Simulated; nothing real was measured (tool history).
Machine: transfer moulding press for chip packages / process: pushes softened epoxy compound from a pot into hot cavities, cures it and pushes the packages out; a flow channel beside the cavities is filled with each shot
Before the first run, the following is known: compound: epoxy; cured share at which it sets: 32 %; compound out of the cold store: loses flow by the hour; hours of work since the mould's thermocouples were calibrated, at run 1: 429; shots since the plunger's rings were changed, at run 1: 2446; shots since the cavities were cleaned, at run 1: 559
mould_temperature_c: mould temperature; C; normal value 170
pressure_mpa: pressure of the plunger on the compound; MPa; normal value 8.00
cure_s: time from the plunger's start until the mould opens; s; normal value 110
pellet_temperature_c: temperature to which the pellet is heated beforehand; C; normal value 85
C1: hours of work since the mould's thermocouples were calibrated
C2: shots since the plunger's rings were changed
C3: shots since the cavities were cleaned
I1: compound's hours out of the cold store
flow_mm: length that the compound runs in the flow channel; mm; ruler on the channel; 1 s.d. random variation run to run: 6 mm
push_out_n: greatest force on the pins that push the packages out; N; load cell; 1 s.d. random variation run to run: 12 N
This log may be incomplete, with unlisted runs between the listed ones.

run 1 hour=0.0 | mould_temperature_c=170 pressure_mpa=8.00 cure_s=110 pellet_temperature_c=85 | C1=429 C2=2446 C3=559 | I1=46.6 | flow_mm=747 push_out_n=867
-- hour=34.6 cavities cleaned with cleaning compound and waxed
run 2 hour=80.9 | mould_temperature_c=170 pressure_mpa=8.00 cure_s=110 pellet_temperature_c=85 | C1=489 C2=3383 C3=546 | I1=42.4 | flow_mm=755 push_out_n=863
-- hour=118.4 cavities cleaned with cleaning compound and waxed
-- hour=132.8 plunger's sealing rings changed
run 3 hour=167.9 | mould_temperature_c=166 pressure_mpa=8.00 cure_s=110 pellet_temperature_c=85 | C1=552 C2=414 C3=555 | I1=37.1 | flow_mm=822 push_out_n=1122
-- hour=203.4 cavities cleaned with cleaning compound and waxed
run 4 hour=229.2 | mould_temperature_c=166 pressure_mpa=6.54 cure_s=110 pellet_temperature_c=85 | C1=597 C2=1121 C3=305 | I1=42.4 | flow_mm=719 push_out_n=985
-- hour=281.8 mould's thermocouples calibrated
-- hour=290.5 cavities cleaned with cleaning compound and waxed
run 5 hour=290.5 | mould_temperature_c=170 pressure_mpa=8.00 cure_s=110 pellet_temperature_c=85 | C1=5 C2=1803 C3=0 | I1=20.6 | flow_mm=867 push_out_n=581
run 6 hour=332.0 | mould_temperature_c=170 pressure_mpa=8.00 cure_s=110 pellet_temperature_c=85 | C1=37 C2=2293 C3=490 | I1=41.8 | flow_mm=770 push_out_n=809
-- hour=373.6 cavities cleaned with cleaning compound and waxed
run 7 hour=399.2 | mould_temperature_c=170 pressure_mpa=8.00 cure_s=110 pellet_temperature_c=85 | C1=87 C2=3069 C3=303 | I1=9.6 | flow_mm=921 push_out_n=832
run 8 hour=451.6 | mould_temperature_c=176 pressure_mpa=8.00 cure_s=110 pellet_temperature_c=78 | C1=126 C2=3688 C3=922 | I1=34.1 | flow_mm=764 push_out_n=817
-- hour=460.5 cavities cleaned with cleaning compound and waxed
-- hour=474.6 plunger's sealing rings changed
run 9 hour=526.8 | mould_temperature_c=173 pressure_mpa=9.10 cure_s=110 pellet_temperature_c=85 | C1=180 C2=617 C3=754 | I1=45.4 | flow_mm=805 push_out_n=822
-- hour=547.5 cavities cleaned with cleaning compound and waxed
run 10 hour=587.0 | mould_temperature_c=173 pressure_mpa=9.10 cure_s=110 pellet_temperature_c=93 | C1=225 C2=1309 C3=466 | I1=27.2 | flow_mm=901 push_out_n=774

Here are 5 independent what-if runs from the current tool condition. What would each one return?
-- hour=631.0 cavities cleaned with cleaning compound and waxed
run A hour=642.2 | mould_temperature_c=173 pressure_mpa=9.10 cure_s=95 pellet_temperature_c=93 | C1=265 C2=1944 C3=132 | I1=29.4 | flow_mm=? push_out_n=?
-- hour=631.0 cavities cleaned with cleaning compound and waxed
run B hour=642.2 | mould_temperature_c=163 pressure_mpa=7.74 cure_s=110 pellet_temperature_c=85 | C1=265 C2=1944 C3=132 | I1=13.0 | flow_mm=? push_out_n=?
-- hour=631.0 cavities cleaned with cleaning compound and waxed
run C hour=642.2 | mould_temperature_c=173 pressure_mpa=9.10 cure_s=110 pellet_temperature_c=93 | C1=265 C2=1944 C3=132 | I1=22.8 | flow_mm=? push_out_n=?
-- hour=631.0 cavities cleaned with cleaning compound and waxed
run D hour=642.2 | mould_temperature_c=170 pressure_mpa=8.72 cure_s=142 pellet_temperature_c=85 | C1=265 C2=1944 C3=132 | I1=26.1 | flow_mm=? push_out_n=?
-- hour=631.0 cavities cleaned with cleaning compound and waxed
run E hour=642.2 | mould_temperature_c=163 pressure_mpa=9.10 cure_s=110 pellet_temperature_c=85 | C1=265 C2=1944 C3=132 | I1=26.4 | flow_mm=? push_out_n=?

run=A flow_mm=870 push_out_n=726
run=B flow_mm=926 push_out_n=1127
run=C flow_mm=897 push_out_n=622
run=D flow_mm=879 push_out_n=566
run=E flow_mm=921 push_out_n=1101
Had the tool no hidden state, the same runs would have come out as:
run=A flow_mm=897 push_out_n=593
run=B flow_mm=954 push_out_n=910
run=C flow_mm=925 push_out_n=514
run=D flow_mm=907 push_out_n=470
run=E flow_mm=949 push_out_n=892
